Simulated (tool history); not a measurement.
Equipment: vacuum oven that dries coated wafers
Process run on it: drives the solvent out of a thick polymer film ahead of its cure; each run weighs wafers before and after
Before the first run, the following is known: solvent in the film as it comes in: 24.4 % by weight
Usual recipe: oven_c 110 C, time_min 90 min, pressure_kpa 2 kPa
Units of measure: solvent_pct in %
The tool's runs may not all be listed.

run,hour,oven_c,time_min,pressure_kpa,solvent_pct
1,0,110,90,2,2.3
2,48.1,110,90,2,2.29
3,81,110,90,2,2.22
4,103.7,110,90,2,2.23
5,147,110,58,2,3.86
6,192.5,123,58,2,1.38
7,237.3,110,155,2,1.56
# hour 273.3: oven's thermocouples calibrated
8,278.8,110,155,2,1.66
9,316.3,110,155,2,1.7
10,350.8,110,90,2,2.5
11,370.7,110,90,2,2.53
12,406.9,110,90,2,2.49
13,440.9,110,90,2,2.51
14,487.6,110,90,2,2.49
15,515,110,90,6.41,5.76
16,535.5,104,90,2,3.99
17,577.1,110,90,2,2.5
18,617.1,96,90,3.77,8.52
19,653.2,110,131,2,1.79

What does the tool deliver on the next run?
20,682.5,121,153,3.6,?

solvent_pct: 1.91 %
With no hidden state in the tool, this same run would have given solvent_pct 1.94 %.
